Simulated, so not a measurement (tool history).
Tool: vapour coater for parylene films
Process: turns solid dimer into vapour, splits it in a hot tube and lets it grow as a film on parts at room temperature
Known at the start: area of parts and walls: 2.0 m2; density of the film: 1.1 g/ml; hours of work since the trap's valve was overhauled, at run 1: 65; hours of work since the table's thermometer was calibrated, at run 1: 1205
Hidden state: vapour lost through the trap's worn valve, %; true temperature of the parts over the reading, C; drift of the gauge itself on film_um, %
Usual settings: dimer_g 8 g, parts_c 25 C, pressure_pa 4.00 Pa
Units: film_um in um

run    hour  dimer_g  parts_c  pressure_pa  hours of work since the trap's valve was overhauled  hours of work since the table's thermometer was calibrated  film_um
  1     0.0        8       25         4.00                                                   65                                                        1205     2.15
  2    51.7        3       25         4.00                                                  108                                                        1248     0.80
  3   112.6        8       36         4.00                                                  160                                                        1300     1.26
  4   153.0        8       36         4.00                                                  194                                                        1334     1.28
  5   182.4       10       25         4.00                                                  219                                                        1359     2.68
  6   222.5       10       32         4.00                                                  253                                                        1393     1.94
  7   286.1       10       32         4.00                                                  307                                                        1446     1.93
  8   330.2       10       32         4.00                                                  344                                                        1484     1.94
  9   378.7       10       32         4.00                                                  385                                                        1525     1.91
 10   422.9       10       32         4.00                                                  422                                                        1562     1.92
 11   465.3        5       25         4.00                                                  458                                                        1598     1.33
 12   504.5        8       25         4.00                                                  491                                                        1631     2.13
 13   560.6        8       34         4.00                                                  538                                                        1678     1.38
 14   594.1        8       34         4.00                                                  567                                                        1707     1.40
      628.6  -- trap's valve overhauled
 15   632.7        8       34         4.00                                                    3                                                        1736     1.40
 16   677.1        8       25         3.29                                                   41                                                        1774     2.22
 17   712.0        8       25         3.29                                                   70                                                        1803     2.24
 18   741.2        8       25         3.74                                                   95                                                        1828     2.17
 19   806.2        8       25         3.74                                                  150                                                        1883     2.17
      840.3  -- table's thermometer calibrated
 20   849.2        8       25         3.74                                                  186                                                           8     2.17
 21   896.1        8       25         3.74                                                  225                                                          47     2.15
 22   923.4        8       29         4.00                                                  248                                                          70     1.77
 23   987.8        8       25         4.00                                                  303                                                         125     2.13
 24  1039.4        8       21         4.42                                                  346                                                         168     2.53
 25  1094.4        6       25         2.26                                                  393                                                         215     1.80
 26  1148.6        5       17         4.50                                                  439                                                         261     1.93
 27  1203.4       12       17         3.20                                                  485                                                         307     4.86
 28  1248.8        6       20         4.00                                                  523                                                         345     2.00
 29  1312.8        6       20        10.49                                                  577                                                         399     1.63
     1337.1  -- trap's valve overhauled
 30  1370.5        3       25         5.73                                                   28                                                         445     0.75
 31  1433.1        8       25         7.58                                                   81                                                         498     1.90
 32  1468.8        8       24         3.40                                                  111                                                         528     2.28
 33  1497.4        8       24         3.40                                                  135                                                         552     2.30
 34  1545.4        8       24         9.74                                                  176                                                         592     1.87
 35  1578.1        9       33         2.61                                                  204                                                         620     1.80
 36  1639.8        8       20         4.00                                                  256                                                         672     2.73
 37  1680.9        8       20         4.00                                                  290                                                         707     2.74
 38  1732.0        3       21         7.59                                                  334                                                         750     0.88
 39  1789.4        3       21         7.59                                                  382                                                         799     0.86
 40  1825.8        8       27         3.55                                                  413                                                         829     2.00
 41  1859.5        8       27         3.55                                                  441                                                         858     1.97
 42  1923.0        4       18         4.00                                                  495                                                         912     1.49
 43  1978.6        7       30         4.32                                                  542                                                         959     1.46
 44  2036.8        7       30         4.32                                                  591                                                        1008     1.47
     2043.6  -- trap's valve overhauled
 45  2076.8        5       22         2.71                                                   28                                                        1038     1.63
 46  2123.9        8       27         4.00                                                   68                                                        1078     1.96

How the hidden state differs across the entries between the runs, from the last listed run before each to the first after it:
Between runs 14 and 15: trap's valve overhauled (hour 628.6)
  vapour lost through the trap's worn valve, %: 0.5 -> 0
Between runs 19 and 20: table's thermometer calibrated (hour 840.3)
  vapour lost through the trap's worn valve, %: 0.1 -> 0.2; true temperature of the parts over the reading, C: -0.04 -> 0
Between runs 29 and 30: trap's valve overhauled (hour 1337.1)
  vapour lost through the trap's worn valve, %: 0.5 -> 0
Between runs 44 and 45: trap's valve overhauled (hour 2043.6)
  vapour lost through the trap's worn valve, %: 0.5 -> 0.1; true temperature of the parts over the reading, C: -0.02 -> -0.03
